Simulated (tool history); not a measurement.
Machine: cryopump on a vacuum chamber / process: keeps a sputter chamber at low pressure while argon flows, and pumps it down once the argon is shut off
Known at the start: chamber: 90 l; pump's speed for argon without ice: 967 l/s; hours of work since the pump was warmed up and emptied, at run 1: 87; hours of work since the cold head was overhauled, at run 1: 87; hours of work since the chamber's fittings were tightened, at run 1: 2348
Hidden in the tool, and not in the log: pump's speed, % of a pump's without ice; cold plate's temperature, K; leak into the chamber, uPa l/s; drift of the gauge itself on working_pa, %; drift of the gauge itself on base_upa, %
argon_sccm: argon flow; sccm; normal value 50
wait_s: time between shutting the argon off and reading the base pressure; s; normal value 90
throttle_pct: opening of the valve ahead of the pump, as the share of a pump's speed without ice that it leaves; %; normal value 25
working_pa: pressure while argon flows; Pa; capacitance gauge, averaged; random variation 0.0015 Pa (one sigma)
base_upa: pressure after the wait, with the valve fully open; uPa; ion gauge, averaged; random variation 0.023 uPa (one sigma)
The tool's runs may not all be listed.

run,day,argon_sccm,wait_s,throttle_pct,hours of work since the pump was warmed up and emptied,hours of work since the cold head was overhauled,hours of work since the chamber's fittings were tightened,working_pa,base_upa
1,0,50,90,25,87,87,2348,0.3544,2.02
2,0.521,50,90,25,95,95,2356,0.3538,2.04
3,0.921,50,90,25,101,101,2362,0.355,2.1
4,1.392,50,90,25,109,109,2370,0.354,2.05
5,1.838,50,90,25,116,116,2377,0.3532,2.08
6,2.362,50,90,25,124,124,2385,0.3536,2.08
7,2.788,60,90,25,130,130,2391,0.4268,2.15
8,3.071,60,90,25,135,135,2396,0.4251,2.13
9,3.592,50,90,25,143,143,2404,0.3562,2.1
10,4.012,50,90,25,149,149,2410,0.3542,2.19
11,4.446,50,90,25,156,156,2417,0.3542,2.13
12,4.817,50,90,25,162,162,2423,0.3529,2.09
13,5.446,88,205,25,171,171,2432,0.6237,1.85
14,5.767,21,90,35,176,176,2437,0.1077,2.15
15,6.162,21,90,35,183,183,2444,0.1073,2.18
16,6.612,58,87,35,190,190,2451,0.2987,2.21
17,7.158,30,54,25,198,198,2459,0.2131,2.46
18,7.525,50,236,37,204,204,2465,0.2425,1.83

Predict each of these 4 candidate next runs independently; none follows another, all start after run 18:
A,7.85,23,90,25,209,209,2470,?,?
B,7.85,50,90,35,209,209,2470,?,?
C,7.85,50,50,47,209,209,2470,?,?
D,7.85,85,27,31,209,209,2470,?,?

run,working_pa,base_upa
A,0.1644,2.15
B,0.258,2.18
C,0.1922,2.57
D,0.4911,3.37
The same runs, with their run-to-run variation unchanged, on a tool lacking any hidden condition would have given:
run,working_pa,base_upa
A,0.1613,0.77
B,0.2514,0.78
C,0.1856,1.16
D,0.4798,1.96

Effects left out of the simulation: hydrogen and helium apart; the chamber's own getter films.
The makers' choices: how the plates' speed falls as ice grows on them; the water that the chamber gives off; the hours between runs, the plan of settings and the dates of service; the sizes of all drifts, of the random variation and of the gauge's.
